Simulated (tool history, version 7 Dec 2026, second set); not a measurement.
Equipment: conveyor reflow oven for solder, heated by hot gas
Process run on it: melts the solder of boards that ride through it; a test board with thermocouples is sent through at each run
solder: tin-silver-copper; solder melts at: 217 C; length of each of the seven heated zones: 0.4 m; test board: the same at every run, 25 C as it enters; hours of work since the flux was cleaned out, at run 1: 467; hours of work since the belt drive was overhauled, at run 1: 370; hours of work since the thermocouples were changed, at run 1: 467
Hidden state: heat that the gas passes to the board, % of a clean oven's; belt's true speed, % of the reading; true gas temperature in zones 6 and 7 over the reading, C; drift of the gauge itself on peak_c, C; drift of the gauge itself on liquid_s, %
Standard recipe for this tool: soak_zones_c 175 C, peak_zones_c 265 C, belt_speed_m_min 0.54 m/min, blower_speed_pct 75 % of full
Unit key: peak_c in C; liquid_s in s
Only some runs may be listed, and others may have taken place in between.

run,day,soak_zones_c,peak_zones_c,belt_speed_m_min,blower_speed_pct,hours of work since the flux was cleaned out,hours of work since the belt drive was overhauled,hours of work since the thermocouples were changed,peak_c,liquid_s
1,0,175,265,0.54,75,467,370,467,248.6,64.3
2,1.062,175,265,0.54,75,482,385,482,248.4,64.2
3,2.129,175,265,0.54,54,496,399,496,243.7,56.9
# day 2.562: flux residue cleaned out of gas plates and filters
# day 3.367: thermocouples of zones 6 and 7 changed
4,3.367,175,265,0.571,75,10,412,0,251.5,63.6
5,4.346,175,265,0.571,75,23,425,13,251.3,63.4
6,5.142,175,265,0.571,75,34,436,24,251.2,63.5
7,6.092,182,265,0.54,75,46,449,37,253.8,73
8,7.321,182,265,0.54,75,63,465,53,253.5,72.6
9,8.254,172,265,0.54,75,76,478,66,252.1,67.1
10,9.246,175,265,0.54,75,89,491,79,251.8,68.5
11,9.912,175,265,0.54,75,98,500,88,252.4,68.7
12,10.833,175,265,0.571,75,110,513,101,250.7,62.9
13,12.121,175,265,0.571,80,128,530,118,251.7,63.9
# day 12.388: belt drive overhauled, speed set with a stopwatch
14,13.038,175,265,0.54,52,138,9,128,246.2,61.1
15,14.3,175,265,0.54,75,155,26,145,252.2,68.6
16,15.508,175,265,0.54,75,171,42,161,251.7,68.2
17,16.638,175,277,0.448,64,186,57,177,265.7,94.7

For run 18, what comes out?
# day 17.667: belt drive overhauled, speed set with a stopwatch, once more
18,17.888,179,277,0.577,62,201,3,191,?,?

peak_c: 257.2 C
liquid_s: 67.3 s
With the hidden condition absent and the run-to-run variation left alone, this run would have shown peak_c 258.3 C, liquid_s 68.3 s.

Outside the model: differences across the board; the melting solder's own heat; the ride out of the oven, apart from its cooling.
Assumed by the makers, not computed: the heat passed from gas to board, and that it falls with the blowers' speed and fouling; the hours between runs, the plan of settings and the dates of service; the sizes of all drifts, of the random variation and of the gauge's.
